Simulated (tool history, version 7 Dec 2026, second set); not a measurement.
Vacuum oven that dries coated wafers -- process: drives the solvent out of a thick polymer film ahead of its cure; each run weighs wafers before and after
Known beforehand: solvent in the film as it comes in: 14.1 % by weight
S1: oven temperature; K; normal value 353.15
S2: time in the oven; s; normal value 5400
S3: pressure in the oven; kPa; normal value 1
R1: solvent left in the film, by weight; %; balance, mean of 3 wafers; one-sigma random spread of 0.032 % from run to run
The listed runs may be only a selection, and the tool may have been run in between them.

run,day,S1,S2,S3,R1
1,0,353.15,5400,1,1.61
2,4.533,353.15,5400,1,1.51
3,7.133,353.15,5400,1,1.52
4,9.142,353.15,5400,1,1.59
5,12.683,353.15,5400,1,1.59
6,14.654,353.15,5400,1,1.53
7,18.075,353.15,5400,1,1.48
8,22.6,353.15,5400,1,1.54
9,24.921,353.15,5400,1,1.57
10,27.742,353.15,7680,1,0.97
11,32.462,348.15,7680,1,1.69
12,36.292,347.15,7380,0.6,1.8
13,39.462,347.15,7380,0.6,1.75
14,43.371,340.15,5400,0.5,5
15,47.212,340.15,3000,2.76,8.32
16,51.758,353.15,7260,1,1.03
17,56.533,353.15,7260,1,1
18,60.246,353.15,7260,1,1.02
19,65,350.15,6300,0.77,1.66
20,67.588,361.15,8220,2.86,1.23
21,70.708,348.15,5400,2.51,3.68

Branching from run 21: 3 alternative next runs. What would each branch give?
A,75.517,348.15,4500,1.23,?
B,75.517,360.15,4080,1.17,?
C,75.517,353.15,5880,0.6,?

run,R1
A,3.53
B,1.04
C,1.16
Take away the tool's hidden state, keep each run's random variation, and the runs would have read:
run,R1
A,3.5
B,1.02
C,1.14
